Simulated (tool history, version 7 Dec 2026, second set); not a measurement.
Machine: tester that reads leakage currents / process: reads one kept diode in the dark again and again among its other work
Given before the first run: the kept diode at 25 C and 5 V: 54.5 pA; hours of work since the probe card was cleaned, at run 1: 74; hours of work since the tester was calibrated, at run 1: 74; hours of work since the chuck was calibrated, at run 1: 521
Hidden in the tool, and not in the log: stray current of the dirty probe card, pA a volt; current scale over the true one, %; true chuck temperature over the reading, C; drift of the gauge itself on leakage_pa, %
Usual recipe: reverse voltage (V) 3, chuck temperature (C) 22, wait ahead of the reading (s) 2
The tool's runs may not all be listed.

run     day  reverse voltage (V)  chuck temperature (C)  wait ahead of the reading (s)  hours of work since the probe card was cleaned  hours of work since the tester was calibrated  hours of work since the chuck was calibrated  current that the tester gives (pA)
  1       0                    3                     22                              2                                              74                                             74                                           521                               28.03
  2     1.5                    3                     59                              2                                              91                                             91                                           538                              719.85
      3.088  -- chuck's temperature calibrated
  3   3.383                    3                     59                              2                                             112                                            112                                             3                              848.61
  4   4.338                    3                     52                              2                                             123                                            123                                            14                              483.72
  5   6.467                    3                     22                           2.26                                             147                                            147                                            39                               33.83
  6   8.596                    3                     28                              2                                             172                                            172                                            64                               59.33
  7  10.175                    3                     28                              2                                             190                                            190                                            82                               59.08
  8  11.608                    3                     28                              2                                             206                                            206                                            98                                58.6
  9  12.892                    3                     22                            7.8                                             221                                            221                                           113                               33.02
 10  13.842                    3                     22                              2                                             232                                            232                                           124                               33.37
 11  14.929                    3                     22                              2                                             245                                            245                                           137                               33.07
 12  17.108                    3                     22                           0.31                                             270                                            270                                           162                               35.82
 13  18.333                    3                     44                              2                                             284                                            284                                           176                              238.56
 14  20.117                    3                     44                              2                                             305                                            305                                           196                              236.95
 15  21.408                    3                     44                              2                                             320                                            320                                           211                              233.64
 16  23.658                    3                     22                              2                                             346                                            346                                           237                               32.55
 17   25.35                    3                     22                              2                                             365                                            365                                           257                               32.66
 18    27.3                    3                     22                           7.52                                             388                                            388                                           279                               31.86
 19  29.179                    3                     22                              2                                             409                                            409                                           301                               32.18
 20  31.283                    3                     22                              2                                             433                                            433                                           325                               32.09
 21  32.758                    3                     22                              2                                             451                                            451                                           342                               31.95
 22  34.258                    3                     26                           0.72                                             468                                            468                                           360                               46.64
 23  36.571                    3                     26                           0.49                                             494                                            494                                           386                               47.28
 24  38.671                    3                     21                           1.78                                             519                                            519                                           411                               28.89
 25  40.396                 3.35                     45                           6.75                                             539                                            539                                           430                              249.48
 26  42.242                 3.35                     45                           6.75                                             560                                            560                                           452                              248.13
 27  44.362                 3.35                     45                           6.75                                             584                                            584                                           476                              248.98
 28  45.883                    3                     22                           2.32                                             602                                            602                                           494                               31.06
 29  47.758                14.56                     22                           2.32                                             624                                            624                                           515                               70.72

Run 30 has not been measured yet. What should we expect?
 30  49.038                14.56                     22                           2.32                                             638                                            638                                           530                                   ?

For run 30 the tool returned current that the tester gives (pA) 70.47.
If the tool had no hidden condition, the same run with the same run-to-run variation would have returned current that the tester gives (pA) 66.16.
